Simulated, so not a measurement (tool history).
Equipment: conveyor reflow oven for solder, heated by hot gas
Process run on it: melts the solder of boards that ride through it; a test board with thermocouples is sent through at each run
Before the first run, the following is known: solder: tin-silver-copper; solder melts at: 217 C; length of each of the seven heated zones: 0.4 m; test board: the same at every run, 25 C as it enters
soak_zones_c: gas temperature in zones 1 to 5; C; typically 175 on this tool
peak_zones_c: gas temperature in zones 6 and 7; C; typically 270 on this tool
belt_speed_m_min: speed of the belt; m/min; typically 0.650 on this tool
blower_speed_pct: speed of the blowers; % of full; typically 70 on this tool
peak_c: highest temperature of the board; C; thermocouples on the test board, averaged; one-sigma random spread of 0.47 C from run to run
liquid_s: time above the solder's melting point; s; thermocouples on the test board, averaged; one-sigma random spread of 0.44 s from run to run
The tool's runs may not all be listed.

run,day,soak_zones_c,peak_zones_c,belt_speed_m_min,blower_speed_pct,peak_c,liquid_s
1,0.000,175,270,0.650,70,253.3,57.1
2,1.104,175,270,0.650,70,252.9,55.6
3,2.504,175,270,0.650,70,252.7,56.5
4,3.646,175,270,0.650,70,252.8,56.1
5,4.812,169,270,0.650,70,251.3,53.8
6,5.900,175,270,0.713,70,248.7,47.8
7,6.996,175,270,0.713,70,248.7,48.2
# day 7.542: belt drive overhauled, speed set with a stopwatch
8,8.142,175,270,0.713,70,248.5,46.2
9,9.042,175,270,0.713,70,247.1,45.7
10,10.604,175,270,0.713,70,247.4,46.0
11,11.925,175,270,0.771,70,245.0,39.9
12,12.875,175,270,0.650,77,251.4,55.3
13,14.200,175,270,0.650,77,252.8,55.6
# day 15.658: flux residue cleaned out of gas plates and filters
14,15.738,175,270,0.650,77,255.0,56.0
15,16.442,175,270,0.650,77,253.3,56.9
16,17.758,175,270,0.650,77,253.1,57.3
17,19.288,175,270,0.650,77,253.9,56.6
18,20.662,160,270,0.650,57,244.4,43.2
19,22.179,183,270,0.650,70,253.0,59.2
20,23.333,183,270,0.650,70,252.2,59.6
21,24.054,182,262,0.709,70,243.9,46.8
22,25.012,182,262,0.709,70,243.3,46.2
23,26.317,175,272,0.650,70,252.2,56.4
24,27.288,178,268,0.751,70,244.1,42.4
25,28.254,176,268,0.639,52,244.7,49.1
26,29.758,176,261,0.674,64,241.2,44.3
27,30.988,164,279,0.608,70,259.4,61.1
28,31.933,187,264,0.548,73,253.3,73.5
29,33.283,187,264,0.548,73,251.9,74.4
30,34.425,171,263,0.667,65,242.0,42.7
31,35.138,175,270,0.536,70,256.5,72.5
32,36.529,175,285,0.536,58,266.8,79.2

3 ways to go on from here, each from the tool as it stands after run 32. What would each give?
A,37.629,188,261,0.536,77,?,?
B,37.629,163,270,0.643,87,?,?
C,37.629,175,263,0.536,58,?,?

run,peak_c,liquid_s
A,250.2,75.6
B,252.7,53.0
C,247.1,63.8
Take away the tool's hidden state, keep each run's random variation, and the runs would have read:
run,peak_c,liquid_s
A,252.8,77.0
B,256.1,55.2
C,249.7,65.9

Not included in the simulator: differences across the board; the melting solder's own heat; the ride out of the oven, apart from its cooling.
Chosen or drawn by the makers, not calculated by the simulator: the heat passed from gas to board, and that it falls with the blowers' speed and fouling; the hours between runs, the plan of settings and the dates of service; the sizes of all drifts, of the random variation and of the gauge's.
